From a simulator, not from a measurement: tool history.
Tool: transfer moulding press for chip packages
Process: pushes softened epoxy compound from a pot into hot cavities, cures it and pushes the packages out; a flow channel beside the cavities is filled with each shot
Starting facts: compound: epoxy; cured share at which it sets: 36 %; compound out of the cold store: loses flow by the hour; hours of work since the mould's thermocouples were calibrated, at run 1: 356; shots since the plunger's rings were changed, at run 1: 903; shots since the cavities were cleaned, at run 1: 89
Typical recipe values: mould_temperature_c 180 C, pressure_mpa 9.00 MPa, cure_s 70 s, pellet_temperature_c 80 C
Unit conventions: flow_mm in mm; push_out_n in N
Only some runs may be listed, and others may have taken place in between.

run   hour  mould_temperature_c  pressure_mpa  cure_s  pellet_temperature_c  hours of work since the mould's thermocouples were calibrated  shots since the plunger's rings were changed  shots since the cavities were cleaned  incoming compound's hours out of the cold store  flow_mm  push_out_n
  1    0.0                  180          9.00      70                    80                                                            356                                           903                                     89                                             23.9      726         239
  2   59.0                  180          9.00      70                    80                                                            384                                          1546                                    732                                             34.2      705         250
  3   90.0                  180          9.00      70                    80                                                            399                                          1884                                   1070                                             26.9      709         246
      98.0  -- cavities cleaned with cleaning compound and waxed
  4  126.9                  180          9.00      99                    80                                                            416                                          2270                                    315                                             11.1      747         205
  5  169.4                  180          9.20      70                    80                                                            436                                          2733                                    778                                             39.6      699         248
     192.3  -- plunger's sealing rings changed
     203.2  -- cavities cleaned with cleaning compound and waxed
  6  215.9                  180          9.20      70                    80                                                            456                                           240                                    138                                             10.4      764         237
  7  249.6                  180          7.78      70                    80                                                            472                                           607                                    505                                             45.4      638         243
     272.4  -- mould's thermocouples calibrated
  8  280.9                  180          7.78      70                    80                                                              4                                           927                                    825                                              9.3      695         250
     310.5  -- cavities cleaned with cleaning compound and waxed
  9  336.1                  176          9.00      70                    80                                                             30                                          1513                                    280                                             24.0      731         288
 10  378.7                  176          9.00      62                    75                                                             50                                          1977                                    744                                             42.9      705         375

Forecast run 11:
     412.0  -- cavities cleaned with cleaning compound and waxed
 11  439.5                  187          9.31      62                    75                                                             78                                          2623                                    299                                             31.5        ?           ?

flow_mm: 690 mm
push_out_n: 217 N
Take away the tool's hidden state, keep the run-to-run variation as it was, and the same run would have given flow_mm 690 mm, push_out_n 216 N.

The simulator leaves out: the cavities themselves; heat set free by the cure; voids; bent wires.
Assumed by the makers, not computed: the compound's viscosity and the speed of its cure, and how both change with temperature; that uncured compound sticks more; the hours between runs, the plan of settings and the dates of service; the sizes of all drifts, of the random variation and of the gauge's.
